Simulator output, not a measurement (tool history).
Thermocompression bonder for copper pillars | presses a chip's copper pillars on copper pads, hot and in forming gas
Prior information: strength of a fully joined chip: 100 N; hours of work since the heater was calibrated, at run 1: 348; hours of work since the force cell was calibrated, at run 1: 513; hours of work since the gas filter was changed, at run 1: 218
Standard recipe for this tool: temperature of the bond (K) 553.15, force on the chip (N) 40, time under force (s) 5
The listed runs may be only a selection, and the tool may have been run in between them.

run	hour	temperature of the bond (K)	force on the chip (N)	time under force (s)	hours of work since the heater was calibrated	hours of work since the force cell was calibrated	hours of work since the gas filter was changed	force that shears a chip off (N)
1	0	553.15	40	5	348	513	218	64.5
2	20.3	553.15	40	5	359	524	229	65.1
3	31.3	553.15	40	5	365	530	235	64.5
4	42.5	553.15	40	5	371	536	241	64.9
# hour 61.9: forming gas filter changed
5	62.3	565.15	40	5	381	546	0	74.6
6	73.1	565.15	36	5	387	552	6	71.9
7	89.9	565.15	36	5	396	561	15	72.4
8	104.9	531.15	43	5	405	569	23	51.8
9	117.2	531.15	43	5	411	576	30	52
10	133.1	531.15	43	5	420	585	39	51.6
11	158	553.15	43	5	433	598	52	67.6
12	170.9	577.15	43	4	440	605	59	79.7
13	193.6	553.15	60	5	453	617	72	74.3

5 ways to go on from here, each from the tool as it stands after run 13. What would each give?
A	207.6	559.15	26	10	460	625	79	?
B	207.6	562.15	60	5	460	625	79	?
C	207.6	553.15	40	6	460	625	79	?
D	207.6	574.15	57	9	460	625	79	?
E	207.6	553.15	41	6	460	625	79	?

run	force that shears a chip off (N)
A	72.7
B	80.2
C	69.3
D	91.7
E	69.8
The same runs, with their run-to-run variation unchanged, on a tool lacking any hidden condition would have given:
run	force that shears a chip off (N)
A	73.8
B	81.4
C	70.4
D	92.7
E	70.9
